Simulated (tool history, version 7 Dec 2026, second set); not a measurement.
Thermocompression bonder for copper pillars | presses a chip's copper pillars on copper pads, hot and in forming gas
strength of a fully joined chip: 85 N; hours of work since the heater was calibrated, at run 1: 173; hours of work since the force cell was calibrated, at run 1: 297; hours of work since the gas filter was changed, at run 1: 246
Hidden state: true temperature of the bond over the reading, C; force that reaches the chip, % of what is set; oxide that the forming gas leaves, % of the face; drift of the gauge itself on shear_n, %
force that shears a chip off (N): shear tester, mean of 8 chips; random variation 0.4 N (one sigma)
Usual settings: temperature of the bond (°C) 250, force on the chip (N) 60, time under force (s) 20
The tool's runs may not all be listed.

run	hour	temperature of the bond (°C)	force on the chip (N)	time under force (s)	hours of work since the heater was calibrated	hours of work since the force cell was calibrated	hours of work since the gas filter was changed	force that shears a chip off (N)
1	0	250	60	20	173	297	246	39.7
2	10.9	250	60	20	180	304	253	39.8
3	18.8	235	60	20	185	309	258	32.4
4	29.6	235	60	20	191	315	264	32
5	43.1	235	60	20	199	323	272	32.6
6	56.9	235	60	20	208	332	281	32.4
7	71	235	60	20	216	340	289	32.5
8	79.4	232	60	20	221	345	294	30.8
9	90.1	232	60	20	228	352	301	30.5
10	97.4	232	60	40	232	356	305	40.1
11	113.8	232	48	40	242	366	315	34.7
12	128.9	254	60	20	251	375	324	41.5
13	139.4	250	42	20	258	381	331	31.8
14	150.5	250	60	20	264	388	337	39.1
15	165.6	250	60	13	273	397	347	34.4
16	173.7	250	60	13	278	402	351	32.7
17	182.7	250	60	20	284	408	357	39
18	190.4	250	60	20	288	412	362	38.9
19	206.2	250	60	20	298	422	371	38.6
# hour 209.3: force cell calibrated
20	222.3	250	60	20	307	8	380	39.1
21	236.4	250	78	19	315	16	388	45.1
22	250	277	37	16	324	25	397	37.8
23	265.4	239	39	31	333	34	406	31.2
24	272.7	280	39	24	337	38	410	45.2
25	280.7	250	57	18	342	43	415	36.8
# hour 288.1: force cell calibrated, once more
26	289.6	250	57	18	347	1	420	35.9

The next listed run, before its measurement:
27	306.6	250	57	18	357	11	430	?

force that shears a chip off (N): 36.2
Without the tool's hidden state the same run would have given force that shears a chip off (N) 38.4.

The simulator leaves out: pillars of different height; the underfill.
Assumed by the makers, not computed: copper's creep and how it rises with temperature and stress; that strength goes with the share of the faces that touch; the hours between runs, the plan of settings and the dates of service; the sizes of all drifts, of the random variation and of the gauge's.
